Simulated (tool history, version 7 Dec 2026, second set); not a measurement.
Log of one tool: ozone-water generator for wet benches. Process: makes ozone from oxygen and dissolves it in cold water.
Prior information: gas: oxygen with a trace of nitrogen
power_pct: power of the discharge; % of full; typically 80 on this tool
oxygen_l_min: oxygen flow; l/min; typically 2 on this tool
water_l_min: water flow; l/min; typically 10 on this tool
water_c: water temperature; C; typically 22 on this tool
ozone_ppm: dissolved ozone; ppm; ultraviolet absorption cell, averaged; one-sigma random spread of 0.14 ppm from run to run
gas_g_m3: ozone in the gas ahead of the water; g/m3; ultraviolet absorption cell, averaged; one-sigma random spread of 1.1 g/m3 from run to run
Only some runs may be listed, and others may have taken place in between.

{"run": 1, "day": 0.0, "power_pct": 80, "oxygen_l_min": 2, "water_l_min": 10, "water_c": 22, "ozone_ppm": 16.5, "gas_g_m3": 180.9}
{"run": 2, "day": 3.817, "power_pct": 80, "oxygen_l_min": 2, "water_l_min": 10, "water_c": 22, "ozone_ppm": 16.6, "gas_g_m3": 180.4}
{"run": 3, "day": 6.479, "power_pct": 80, "oxygen_l_min": 2, "water_l_min": 10, "water_c": 22, "ozone_ppm": 16.6, "gas_g_m3": 181.9}
{"run": 4, "day": 9.958, "power_pct": 80, "oxygen_l_min": 2, "water_l_min": 10, "water_c": 22, "ozone_ppm": 16.8, "gas_g_m3": 179.2}
{"run": 5, "day": 12.017, "power_pct": 50, "oxygen_l_min": 2, "water_l_min": 10, "water_c": 22, "ozone_ppm": 12.4, "gas_g_m3": 139.2}
{"run": 6, "day": 14.571, "power_pct": 50, "oxygen_l_min": 2, "water_l_min": 10, "water_c": 22, "ozone_ppm": 12.7, "gas_g_m3": 139.7}
{"run": 7, "day": 16.317, "power_pct": 80, "oxygen_l_min": 2.04, "water_l_min": 10, "water_c": 22, "ozone_ppm": 16.3, "gas_g_m3": 178.9}
{"run": 8, "day": 19.946, "power_pct": 46, "oxygen_l_min": 2, "water_l_min": 10, "water_c": 22, "ozone_ppm": 12.1, "gas_g_m3": 132.5}
{"run": 9, "day": 21.733, "power_pct": 80, "oxygen_l_min": 2, "water_l_min": 10, "water_c": 22, "ozone_ppm": 16.7, "gas_g_m3": 181.6}
{"day": 21.933, "done": "water thermometer calibrated"}
{"run": 10, "day": 24.842, "power_pct": 80, "oxygen_l_min": 2, "water_l_min": 10, "water_c": 14, "ozone_ppm": 18.1, "gas_g_m3": 180.6}
{"run": 11, "day": 28.429, "power_pct": 80, "oxygen_l_min": 2, "water_l_min": 10, "water_c": 22, "ozone_ppm": 16.7, "gas_g_m3": 181.5}
{"day": 29.883, "done": "water thermometer calibrated, once more"}
{"run": 12, "day": 30.717, "power_pct": 80, "oxygen_l_min": 2, "water_l_min": 10, "water_c": 22, "ozone_ppm": 16.7, "gas_g_m3": 181.6}
{"run": 13, "day": 34.329, "power_pct": 80, "oxygen_l_min": 2, "water_l_min": 10, "water_c": 22, "ozone_ppm": 16.7, "gas_g_m3": 179.8}
{"run": 14, "day": 36.979, "power_pct": 80, "oxygen_l_min": 1.61, "water_l_min": 10, "water_c": 22, "ozone_ppm": 16.6, "gas_g_m3": 209.2}
{"run": 15, "day": 39.546, "power_pct": 80, "oxygen_l_min": 1.61, "water_l_min": 10, "water_c": 22, "ozone_ppm": 16.5, "gas_g_m3": 208}
{"run": 16, "day": 42.817, "power_pct": 80, "oxygen_l_min": 1.61, "water_l_min": 10, "water_c": 22, "ozone_ppm": 16.9, "gas_g_m3": 207.3}
{"run": 17, "day": 46.467, "power_pct": 80, "oxygen_l_min": 1.28, "water_l_min": 13, "water_c": 29, "ozone_ppm": 11.8, "gas_g_m3": 244.9}
{"run": 18, "day": 50.238, "power_pct": 80, "oxygen_l_min": 2.96, "water_l_min": 10, "water_c": 30, "ozone_ppm": 13.6, "gas_g_m3": 137.2}
{"run": 19, "day": 52.633, "power_pct": 51, "oxygen_l_min": 2.21, "water_l_min": 15, "water_c": 22, "ozone_ppm": 8.3, "gas_g_m3": 132.1}
{"run": 20, "day": 54.692, "power_pct": 44, "oxygen_l_min": 1.39, "water_l_min": 15, "water_c": 17, "ozone_ppm": 8, "gas_g_m3": 163.3}
{"run": 21, "day": 57.404, "power_pct": 66, "oxygen_l_min": 2.92, "water_l_min": 9, "water_c": 21, "ozone_ppm": 15.4, "gas_g_m3": 125.5}
{"run": 22, "day": 60.946, "power_pct": 96, "oxygen_l_min": 1.93, "water_l_min": 16, "water_c": 22, "ozone_ppm": 11.1, "gas_g_m3": 201.6}
{"run": 23, "day": 64.158, "power_pct": 96, "oxygen_l_min": 2.13, "water_l_min": 6, "water_c": 23, "ozone_ppm": 26.2, "gas_g_m3": 189.4}
{"run": 24, "day": 66.2, "power_pct": 80, "oxygen_l_min": 2.05, "water_l_min": 11, "water_c": 22, "ozone_ppm": 14.9, "gas_g_m3": 176.5}
{"run": 25, "day": 68.275, "power_pct": 44, "oxygen_l_min": 1.93, "water_l_min": 10, "water_c": 21, "ozone_ppm": 11.8, "gas_g_m3": 131.5}
{"run": 26, "day": 71.233, "power_pct": 48, "oxygen_l_min": 2, "water_l_min": 15, "water_c": 22, "ozone_ppm": 8.2, "gas_g_m3": 135.4}
{"run": 27, "day": 74.188, "power_pct": 50, "oxygen_l_min": 1.56, "water_l_min": 15, "water_c": 22, "ozone_ppm": 8.1, "gas_g_m3": 162.5}
{"run": 28, "day": 77.288, "power_pct": 80, "oxygen_l_min": 2, "water_l_min": 9, "water_c": 22, "ozone_ppm": 18, "gas_g_m3": 178.1}
{"run": 29, "day": 78.917, "power_pct": 80, "oxygen_l_min": 2, "water_l_min": 10, "water_c": 21, "ozone_ppm": 16.4, "gas_g_m3": 179.5}
{"run": 30, "day": 80.846, "power_pct": 53, "oxygen_l_min": 1.49, "water_l_min": 12, "water_c": 18, "ozone_ppm": 11.2, "gas_g_m3": 173.6}
{"run": 31, "day": 82.779, "power_pct": 80, "oxygen_l_min": 2, "water_l_min": 10, "water_c": 24, "ozone_ppm": 15.7, "gas_g_m3": 177.1}

Forecast each of these 3 alternatives for the next run:
{"run": "A", "day": 86.658, "power_pct": 80, "oxygen_l_min": 1.71, "water_l_min": 16, "water_c": 21, "ozone_ppm": "?", "gas_g_m3": "?"}
{"run": "B", "day": 86.658, "power_pct": 80, "oxygen_l_min": 1.84, "water_l_min": 7, "water_c": 22, "ozone_ppm": "?", "gas_g_m3": "?"}
{"run": "C", "day": 86.658, "power_pct": 88, "oxygen_l_min": 1.47, "water_l_min": 15, "water_c": 24, "ozone_ppm": "?", "gas_g_m3": "?"}

run=A ozone_ppm=9.9 gas_g_m3=199.4
run=B ozone_ppm=22.5 gas_g_m3=189.2
run=C ozone_ppm=11.1 gas_g_m3=230.5
Without the tool's unlogged condition, the same runs would have read:
run=A ozone_ppm=10.8 gas_g_m3=208.9
run=B ozone_ppm=24 gas_g_m3=198.2
run=C ozone_ppm=12.1 gas_g_m3=242

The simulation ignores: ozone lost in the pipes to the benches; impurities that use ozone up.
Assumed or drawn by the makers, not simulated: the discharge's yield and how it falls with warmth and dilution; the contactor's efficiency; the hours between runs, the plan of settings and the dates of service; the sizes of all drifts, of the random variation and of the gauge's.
